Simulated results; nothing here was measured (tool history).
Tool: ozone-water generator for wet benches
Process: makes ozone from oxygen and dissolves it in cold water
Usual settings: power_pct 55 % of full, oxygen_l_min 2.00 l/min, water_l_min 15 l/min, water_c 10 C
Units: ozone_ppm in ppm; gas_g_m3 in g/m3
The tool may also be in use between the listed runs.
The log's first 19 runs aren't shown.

run,hour,power_pct,oxygen_l_min,water_l_min,water_c,hours of work since the electrodes were changed,hours of work since the contactor was cleaned,hours of work since the thermometer was calibrated,ozone_ppm,gas_g_m3
20,1254.3,50,2.38,13,8,3411,4277,1545,19.8,184.7
21,1322.6,55,2.00,13,10,3457,4323,1591,19.9,213.6
22,1374.8,74,2.00,10,5,3492,4359,1627,34.1,267.8
23,1462.1,44,2.49,10,6,3551,4418,1686,23.2,163.2
# hour 1523.9: contactor cleaned
24,1558.0,44,2.49,10,6,3613,23,1748,23.1,162.8
25,1602.7,44,2.49,10,6,3643,53,1778,23.8,161.0
26,1649.6,44,2.49,10,6,3675,85,1810,23.7,162.7
27,1733.7,67,3.36,15,10,3732,142,1866,22.2,189.2
28,1788.0,67,3.36,15,10,3769,179,1903,21.8,187.7
29,1855.1,45,2.00,14,6,3814,224,1949,16.9,185.6
30,1934.2,56,2.00,10,10,3868,277,2002,26.1,217.2
31,1976.8,56,2.00,10,10,3896,306,2031,26.3,218.9
32,2022.9,56,2.00,10,10,3928,337,2062,25.8,217.8
33,2109.9,56,2.00,10,10,3986,396,2121,26.5,217.1
34,2203.2,56,2.00,10,10,4049,459,2184,26.1,218.4

3 ways to go on from here, each from the tool as it stands after run 34. What would each give?
A,2255.0,80,2.71,10,8,4084,494,2219,?,?
B,2255.0,90,1.53,19,10,4084,494,2219,?,?
C,2255.0,76,2.85,15,13,4084,494,2219,?,?

run,ozone_ppm,gas_g_m3
A,35.6,241.5
B,18.2,357.0
C,22.6,224.8
Without the tool's hidden state the same runs would have given:
run,ozone_ppm,gas_g_m3
A,35.6,241.9
B,18.2,357.6
C,22.7,225.2
